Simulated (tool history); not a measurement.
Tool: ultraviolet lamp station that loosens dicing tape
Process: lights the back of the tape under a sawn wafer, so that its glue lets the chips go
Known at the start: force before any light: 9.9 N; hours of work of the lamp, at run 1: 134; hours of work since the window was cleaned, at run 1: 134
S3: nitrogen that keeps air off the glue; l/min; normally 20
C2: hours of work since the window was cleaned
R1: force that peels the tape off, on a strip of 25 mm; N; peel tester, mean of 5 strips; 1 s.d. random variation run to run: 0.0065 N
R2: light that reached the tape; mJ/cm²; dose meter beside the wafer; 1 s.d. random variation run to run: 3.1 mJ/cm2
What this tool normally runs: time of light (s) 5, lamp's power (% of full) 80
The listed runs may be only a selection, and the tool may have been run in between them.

{"run": 1, "day": 0.0, "time of light (s)": 5, "lamp's power (% of full)": 80, "S3": 20, "hours of work of the lamp": 134, "C2": 134, "R1": 0.272, "R2": 423}
{"run": 2, "day": 0.475, "time of light (s)": 5, "lamp's power (% of full)": 80, "S3": 20, "hours of work of the lamp": 140, "C2": 140, "R1": 0.263, "R2": 422}
{"run": 3, "day": 1.308, "time of light (s)": 5, "lamp's power (% of full)": 80, "S3": 20, "hours of work of the lamp": 150, "C2": 150, "R1": 0.278, "R2": 419}
{"run": 4, "day": 1.933, "time of light (s)": 2, "lamp's power (% of full)": 80, "S3": 20, "hours of work of the lamp": 158, "C2": 158, "R1": 2.088, "R2": 170}
{"run": 5, "day": 3.083, "time of light (s)": 2, "lamp's power (% of full)": 80, "S3": 20, "hours of work of the lamp": 172, "C2": 172, "R1": 2.089, "R2": 165}
{"run": 6, "day": 4.171, "time of light (s)": 2, "lamp's power (% of full)": 80, "S3": 20, "hours of work of the lamp": 186, "C2": 186, "R1": 2.12, "R2": 166}
{"run": 7, "day": 4.75, "time of light (s)": 2, "lamp's power (% of full)": 80, "S3": 20, "hours of work of the lamp": 193, "C2": 193, "R1": 2.144, "R2": 162}
{"run": 8, "day": 5.633, "time of light (s)": 2, "lamp's power (% of full)": 80, "S3": 20, "hours of work of the lamp": 204, "C2": 204, "R1": 2.234, "R2": 161}
{"run": 9, "day": 6.521, "time of light (s)": 7, "lamp's power (% of full)": 80, "S3": 20, "hours of work of the lamp": 215, "C2": 215, "R1": 0.161, "R2": 553}
{"run": 10, "day": 7.667, "time of light (s)": 7, "lamp's power (% of full)": 80, "S3": 20, "hours of work of the lamp": 229, "C2": 229, "R1": 0.164, "R2": 550}
{"run": 11, "day": 8.604, "time of light (s)": 7, "lamp's power (% of full)": 80, "S3": 20, "hours of work of the lamp": 241, "C2": 241, "R1": 0.171, "R2": 543}
{"run": 12, "day": 9.65, "time of light (s)": 7, "lamp's power (% of full)": 80, "S3": 20, "hours of work of the lamp": 254, "C2": 254, "R1": 0.167, "R2": 542}
{"run": 13, "day": 10.496, "time of light (s)": 7, "lamp's power (% of full)": 80, "S3": 18, "hours of work of the lamp": 265, "C2": 265, "R1": 0.189, "R2": 527}
{"run": 14, "day": 11.071, "time of light (s)": 7, "lamp's power (% of full)": 80, "S3": 18, "hours of work of the lamp": 272, "C2": 272, "R1": 0.191, "R2": 526}
{"run": 15, "day": 11.992, "time of light (s)": 5, "lamp's power (% of full)": 80, "S3": 24, "hours of work of the lamp": 283, "C2": 283, "R1": 0.331, "R2": 370}
{"run": 16, "day": 12.6, "time of light (s)": 9, "lamp's power (% of full)": 80, "S3": 20, "hours of work of the lamp": 291, "C2": 291, "R1": 0.132, "R2": 671}
{"run": 17, "day": 13.075, "time of light (s)": 5, "lamp's power (% of full)": 80, "S3": 20, "hours of work of the lamp": 297, "C2": 297, "R1": 0.397, "R2": 370}
{"run": 18, "day": 14.071, "time of light (s)": 5, "lamp's power (% of full)": 80, "S3": 20, "hours of work of the lamp": 309, "C2": 309, "R1": 0.402, "R2": 364}
{"run": 19, "day": 15.079, "time of light (s)": 5, "lamp's power (% of full)": 80, "S3": 20, "hours of work of the lamp": 322, "C2": 322, "R1": 0.425, "R2": 354}
{"day": 15.262, "done": "window cleaned of glue's vapour"}
{"run": 20, "day": 15.708, "time of light (s)": 5, "lamp's power (% of full)": 76, "S3": 20, "hours of work of the lamp": 329, "C2": 6, "R1": 0.326, "R2": 403}
{"run": 21, "day": 16.175, "time of light (s)": 5, "lamp's power (% of full)": 76, "S3": 20, "hours of work of the lamp": 335, "C2": 11, "R1": 0.323, "R2": 403}
{"run": 22, "day": 17.192, "time of light (s)": 5, "lamp's power (% of full)": 76, "S3": 20, "hours of work of the lamp": 348, "C2": 24, "R1": 0.321, "R2": 399}
{"run": 23, "day": 17.696, "time of light (s)": 2, "lamp's power (% of full)": 94, "S3": 6, "hours of work of the lamp": 354, "C2": 30, "R1": 2.984, "R2": 194}
{"run": 24, "day": 18.496, "time of light (s)": 3, "lamp's power (% of full)": 74, "S3": 14, "hours of work of the lamp": 364, "C2": 40, "R1": 1.527, "R2": 227}
{"run": 25, "day": 19.65, "time of light (s)": 7, "lamp's power (% of full)": 62, "S3": 32, "hours of work of the lamp": 379, "C2": 55, "R1": 0.193, "R2": 439}
{"run": 26, "day": 20.346, "time of light (s)": 5, "lamp's power (% of full)": 95, "S3": 20, "hours of work of the lamp": 387, "C2": 63, "R1": 0.204, "R2": 479}
{"run": 27, "day": 21.308, "time of light (s)": 7, "lamp's power (% of full)": 74, "S3": 20, "hours of work of the lamp": 399, "C2": 75, "R1": 0.187, "R2": 508}
{"run": 28, "day": 22.175, "time of light (s)": 2, "lamp's power (% of full)": 84, "S3": 20, "hours of work of the lamp": 410, "C2": 86, "R1": 2.122, "R2": 159}
{"run": 29, "day": 22.858, "time of light (s)": 2, "lamp's power (% of full)": 80, "S3": 10, "hours of work of the lamp": 419, "C2": 95, "R1": 3.211, "R2": 159}
{"run": 30, "day": 23.846, "time of light (s)": 5, "lamp's power (% of full)": 66, "S3": 18, "hours of work of the lamp": 431, "C2": 107, "R1": 0.613, "R2": 313}
{"run": 31, "day": 24.388, "time of light (s)": 5, "lamp's power (% of full)": 66, "S3": 18, "hours of work of the lamp": 438, "C2": 114, "R1": 0.633, "R2": 318}
{"run": 32, "day": 24.9, "time of light (s)": 5, "lamp's power (% of full)": 80, "S3": 9, "hours of work of the lamp": 444, "C2": 120, "R1": 0.761, "R2": 383}
{"run": 33, "day": 25.6, "time of light (s)": 5, "lamp's power (% of full)": 80, "S3": 9, "hours of work of the lamp": 453, "C2": 129, "R1": 0.784, "R2": 376}
{"run": 34, "day": 26.3, "time of light (s)": 7, "lamp's power (% of full)": 80, "S3": 6, "hours of work of the lamp": 461, "C2": 138, "R1": 0.547, "R2": 521}
{"run": 35, "day": 27.375, "time of light (s)": 8, "lamp's power (% of full)": 78, "S3": 31, "hours of work of the lamp": 475, "C2": 151, "R1": 0.134, "R2": 577}
{"run": 36, "day": 28.35, "time of light (s)": 6, "lamp's power (% of full)": 78, "S3": 31, "hours of work of the lamp": 487, "C2": 163, "R1": 0.203, "R2": 429}
{"run": 37, "day": 28.983, "time of light (s)": 6, "lamp's power (% of full)": 78, "S3": 31, "hours of work of the lamp": 495, "C2": 171, "R1": 0.203, "R2": 430}
{"run": 38, "day": 29.471, "time of light (s)": 4, "lamp's power (% of full)": 82, "S3": 31, "hours of work of the lamp": 501, "C2": 177, "R1": 0.484, "R2": 293}
{"run": 39, "day": 30.375, "time of light (s)": 3, "lamp's power (% of full)": 61, "S3": 10, "hours of work of the lamp": 512, "C2": 188, "R1": 3.021, "R2": 164}
{"run": 40, "day": 31.042, "time of light (s)": 3, "lamp's power (% of full)": 80, "S3": 8, "hours of work of the lamp": 520, "C2": 197, "R1": 2.432, "R2": 211}
{"run": 41, "day": 31.712, "time of light (s)": 7, "lamp's power (% of full)": 62, "S3": 9, "hours of work of the lamp": 529, "C2": 205, "R1": 0.76, "R2": 379}
{"run": 42, "day": 32.296, "time of light (s)": 7, "lamp's power (% of full)": 84, "S3": 20, "hours of work of the lamp": 536, "C2": 212, "R1": 0.187, "R2": 510}
{"run": 43, "day": 32.888, "time of light (s)": 7, "lamp's power (% of full)": 84, "S3": 20, "hours of work of the lamp": 544, "C2": 220, "R1": 0.193, "R2": 503}
{"run": 44, "day": 33.754, "time of light (s)": 7, "lamp's power (% of full)": 84, "S3": 20, "hours of work of the lamp": 554, "C2": 230, "R1": 0.178, "R2": 503}

Measured minus without-hidden-state, run by run (identical run-to-run variation in each term; gauge scatter may differ):
What the log doesn't record here: lamp's light, % of a new lamp's; light that the window lets through, % of a clean one's; drift of the gauge itself on peel_n, %; drift of the gauge itself on dose_mj_cm2, %.
run=1 R1=+0.063 R2=-57
run=2 R1=+0.066 R2=-59
run=3 R1=+0.075 R2=-64
run=4 R1=+0.451 R2=-27
run=5 R1=+0.486 R2=-29
run=6 R1=+0.524 R2=-31
run=7 R1=+0.545 R2=-33
run=8 R1=+0.596 R2=-34
run=9 R1=+0.031 R2=-125
run=10 R1=+0.035 R2=-134
run=11 R1=+0.038 R2=-139
run=12 R1=+0.039 R2=-147
run=13 R1=+0.053 R2=-151
run=14 R1=+0.055 R2=-154
run=15 R1=+0.150 R2=-114
run=16 R1=+0.014 R2=-214
run=17 R1=+0.188 R2=-121
run=18 R1=+0.200 R2=-126
run=19 R1=+0.217 R2=-129
run=20 R1=+0.087 R2=-60
run=21 R1=+0.093 R2=-62
run=22 R1=+0.098 R2=-67
run=23 R1=+0.536 R2=-34
run=24 R1=+0.424 R2=-42
run=25 R1=+0.043 R2=-89
run=26 R1=+0.058 R2=-101
run=27 R1=+0.045 R2=-114
run=28 R1=+0.630 R2=-39
run=29 R1=+0.770 R2=-39
run=30 R1=+0.270 R2=-83
run=31 R1=+0.286 R2=-86
run=32 R1=+0.340 R2=-107
run=33 R1=+0.357 R2=-110
run=34 R1=+0.260 R2=-158
run=35 R1=+0.013 R2=-184
run=36 R1=+0.065 R2=-145
run=37 R1=+0.070 R2=-148
run=38 R1=+0.249 R2=-104
run=39 R1=+1.048 R2=-60
run=40 R1=+0.975 R2=-80
run=41 R1=+0.426 R2=-149
run=42 R1=+0.061 R2=-207
run=43 R1=+0.064 R2=-211
run=44 R1=+0.065 R2=-218
